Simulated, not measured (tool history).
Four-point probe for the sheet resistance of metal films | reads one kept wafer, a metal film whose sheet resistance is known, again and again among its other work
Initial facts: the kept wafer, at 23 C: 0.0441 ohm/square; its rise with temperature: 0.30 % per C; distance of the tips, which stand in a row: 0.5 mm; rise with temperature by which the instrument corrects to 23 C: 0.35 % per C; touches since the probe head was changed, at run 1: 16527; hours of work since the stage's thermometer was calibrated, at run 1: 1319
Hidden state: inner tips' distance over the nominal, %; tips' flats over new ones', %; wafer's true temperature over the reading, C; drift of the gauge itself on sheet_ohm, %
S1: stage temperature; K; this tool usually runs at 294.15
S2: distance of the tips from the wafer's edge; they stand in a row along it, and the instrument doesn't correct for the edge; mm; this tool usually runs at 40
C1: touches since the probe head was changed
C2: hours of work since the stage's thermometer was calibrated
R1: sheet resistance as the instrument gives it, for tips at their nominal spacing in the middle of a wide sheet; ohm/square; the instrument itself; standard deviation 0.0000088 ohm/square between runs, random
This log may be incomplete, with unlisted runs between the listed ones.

Run 1, hour 0: usual settings; C1 16527; C2 1319. Result: R1 0.044193 ohm/square.
Run 2, hour 21.2: usual settings; C1 16835; C2 1331. Result: R1 0.044196 ohm/square.
Run 3, hour 43.6: usual settings; C1 17159; C2 1343. Result: R1 0.044198 ohm/square.
Run 4, hour 80.1: usual settings; C1 17689; C2 1364. Result: R1 0.044207 ohm/square.
Run 5, hour 101.9: usual settings; C1 18005; C2 1376. Result: R1 0.044189 ohm/square.
Run 6, hour 123.7: usual settings; C1 18321; C2 1388. Result: R1 0.044191 ohm/square.

Forecast run 7:
Run 7, hour 149.5: usual settings but S2 4 mm; C1 18695; C2 1403. Result: R1 ?.

R1: 0.044571 ohm/square
Without the tool's hidden state the same run would have given R1 0.044529 ohm/square.
